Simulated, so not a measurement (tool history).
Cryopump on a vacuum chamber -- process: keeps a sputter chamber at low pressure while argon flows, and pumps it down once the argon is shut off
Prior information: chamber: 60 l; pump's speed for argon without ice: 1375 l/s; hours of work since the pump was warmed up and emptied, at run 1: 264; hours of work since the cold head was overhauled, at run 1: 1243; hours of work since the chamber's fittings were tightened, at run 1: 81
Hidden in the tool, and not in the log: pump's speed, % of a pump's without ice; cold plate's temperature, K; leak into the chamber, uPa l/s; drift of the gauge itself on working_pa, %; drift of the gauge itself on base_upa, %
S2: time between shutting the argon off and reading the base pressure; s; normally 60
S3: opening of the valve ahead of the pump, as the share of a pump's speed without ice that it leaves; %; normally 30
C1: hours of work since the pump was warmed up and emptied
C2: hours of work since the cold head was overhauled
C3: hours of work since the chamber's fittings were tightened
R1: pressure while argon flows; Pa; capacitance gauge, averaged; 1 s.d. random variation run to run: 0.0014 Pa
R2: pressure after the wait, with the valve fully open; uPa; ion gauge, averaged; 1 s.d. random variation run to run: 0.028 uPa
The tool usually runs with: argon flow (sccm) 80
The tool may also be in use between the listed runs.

run 1 day=0.000 | argon_flow_(sccm)=80 S2=60 S3=30 | C1=264 C2=1243 C3=81 | R1=0.3337 R2=1.37
run 2 day=3.708 | argon_flow_(sccm)=80 S2=60 S3=30 | C1=304 C2=1283 C3=120 | R1=0.3343 R2=1.39
run 3 day=7.333 | argon_flow_(sccm)=80 S2=126 S3=30 | C1=342 C2=1321 C3=159 | R1=0.3374 R2=0.85
run 4 day=11.112 | argon_flow_(sccm)=80 S2=126 S3=30 | C1=382 C2=1361 C3=199 | R1=0.3333 R2=0.90
run 5 day=14.342 | argon_flow_(sccm)=80 S2=126 S3=30 | C1=417 C2=1395 C3=233 | R1=0.3378 R2=0.87
run 6 day=18.000 | argon_flow_(sccm)=80 S2=60 S3=30 | C1=455 C2=1434 C3=272 | R1=0.3376 R2=1.51
run 7 day=20.404 | argon_flow_(sccm)=82 S2=186 S3=30 | C1=481 C2=1460 C3=298 | R1=0.3500 R2=0.75
run 8 day=23.075 | argon_flow_(sccm)=82 S2=186 S3=30 | C1=509 C2=1488 C3=326 | R1=0.3505 R2=0.77
run 9 day=24.888 | argon_flow_(sccm)=139 S2=186 S3=56 | C1=528 C2=1507 C3=345 | R1=0.3288 R2=0.78
run 10 day=27.808 | argon_flow_(sccm)=139 S2=186 S3=56 | C1=559 C2=1538 C3=376 | R1=0.3312 R2=0.79
run 11 day=32.133 | argon_flow_(sccm)=60 S2=130 S3=56 | C1=605 C2=1584 C3=422 | R1=0.1441 R2=0.99

Pick out some run-to-run changes in R1. Of each, how much would a tool without hidden state show as well, from the settings, what came in and chance, and how much is left for the hidden state and any gauge scatter not in both results compared?
Run 10 -> 11: argon flow (sccm) 139 -> 60, S2 186 -> 130. R1 -0.1871 Pa: hidden state -0.0136, all else -0.1735.
